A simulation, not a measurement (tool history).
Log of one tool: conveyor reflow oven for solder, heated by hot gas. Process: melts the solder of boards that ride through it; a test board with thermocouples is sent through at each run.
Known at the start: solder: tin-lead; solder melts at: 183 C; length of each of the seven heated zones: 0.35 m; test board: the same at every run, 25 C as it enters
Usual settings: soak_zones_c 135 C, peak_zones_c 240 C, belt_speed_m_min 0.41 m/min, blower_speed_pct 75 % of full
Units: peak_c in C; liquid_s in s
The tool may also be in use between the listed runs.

run   hour  soak_zones_c  peak_zones_c  belt_speed_m_min  blower_speed_pct  peak_c  liquid_s
  1      0           135           240              0.41                75     217      73.9
  2   66.6           135           240              0.41                75   216.9      73.6
  3  112.2           135           240              0.41                75   216.8      73.7
  4  174.4           130           240              0.41                75   215.6      70.3
  5    221           130           240              0.41                75   215.3      70.1
  6  279.9           130           240              0.41                75   215.1      69.8
  7  343.8           129           251              0.41                75     224        79
  8  395.2           143           241             0.437                84   218.2      74.6

The next listed run, before its measurement:
  9  459.7           143           241             0.437                84       ?         ?

peak_c: 218.1 C
liquid_s: 74 s
Without the tool's hidden state the same run would have given peak_c 220.1 C, liquid_s 75.5 s.

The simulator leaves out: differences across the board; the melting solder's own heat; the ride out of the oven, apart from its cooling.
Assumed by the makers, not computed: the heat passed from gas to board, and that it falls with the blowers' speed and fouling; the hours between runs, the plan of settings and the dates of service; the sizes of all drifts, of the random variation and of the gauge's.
